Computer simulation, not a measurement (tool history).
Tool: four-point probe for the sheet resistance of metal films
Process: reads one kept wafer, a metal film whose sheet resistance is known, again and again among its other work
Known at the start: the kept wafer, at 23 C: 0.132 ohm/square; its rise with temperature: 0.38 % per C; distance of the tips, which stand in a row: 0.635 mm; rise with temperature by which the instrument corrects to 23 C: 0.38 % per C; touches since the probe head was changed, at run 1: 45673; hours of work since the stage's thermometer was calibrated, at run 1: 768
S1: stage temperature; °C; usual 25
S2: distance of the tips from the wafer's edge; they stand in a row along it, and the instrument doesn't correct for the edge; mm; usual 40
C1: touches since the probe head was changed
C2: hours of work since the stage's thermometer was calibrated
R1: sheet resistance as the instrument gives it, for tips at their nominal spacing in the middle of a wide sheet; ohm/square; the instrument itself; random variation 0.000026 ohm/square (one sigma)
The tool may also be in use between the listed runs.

| run | hour | S1 | S2 | C1 | C2 | R1 |
|---|---|---|---|---|---|---|
| 1 | 0.0 | 25 | 40 | 45673 | 768 | 0.132286 |
| 2 | 51.7 | 25 | 40 | 48229 | 803 | 0.132327 |
| 3 | 92.7 | 25 | 40 | 50250 | 831 | 0.132331 |
| 4 | 140.6 | 25 | 40 | 52617 | 863 | 0.132384 |
| 5 | 179.8 | 25 | 40 | 54555 | 889 | 0.132351 |
| 6 | 220.0 | 25 | 40 | 56540 | 917 | 0.132387 |
| 7 | 250.8 | 25 | 40 | 58060 | 937 | 0.132409 |
| 8 | 306.3 | 25 | 40 | 60805 | 975 | 0.132466 |
| 9 | 359.9 | 32 | 5 | 63449 | 1011 | 0.133595 |
| 10 | 406.0 | 32 | 50 | 65729 | 1042 | 0.132442 |
| 11 | 438.9 | 25 | 57 | 67352 | 1064 | 0.132500 |
| 12 | 463.7 | 25 | 57 | 68577 | 1081 | 0.132477 |
| 13 | 519.2 | 25 | 57 | 71321 | 1118 | 0.132518 |
| 14 | 560.1 | 35 | 46 | 73342 | 1146 | 0.132605 |
| 15 | 584.4 | 24 | 61 | 74543 | 1162 | 0.132571 |

3 ways to go on from here, each from the tool as it stands after run 15. What would each give?
| A | 631.5 | 30 | 21 | 76868 | 1194 | ? |
| B | 631.5 | 23 | 13 | 76868 | 1194 | ? |
| C | 631.5 | 32 | 4 | 76868 | 1194 | ? |

| run | R1 |
|---|---|
| A | 0.132651 |
| B | 0.132783 |
| C | 0.134409 |
Without the tool's hidden state the same runs would have given:
| run | R1 |
|---|---|
| A | 0.132075 |
| B | 0.132202 |
| C | 0.133827 |

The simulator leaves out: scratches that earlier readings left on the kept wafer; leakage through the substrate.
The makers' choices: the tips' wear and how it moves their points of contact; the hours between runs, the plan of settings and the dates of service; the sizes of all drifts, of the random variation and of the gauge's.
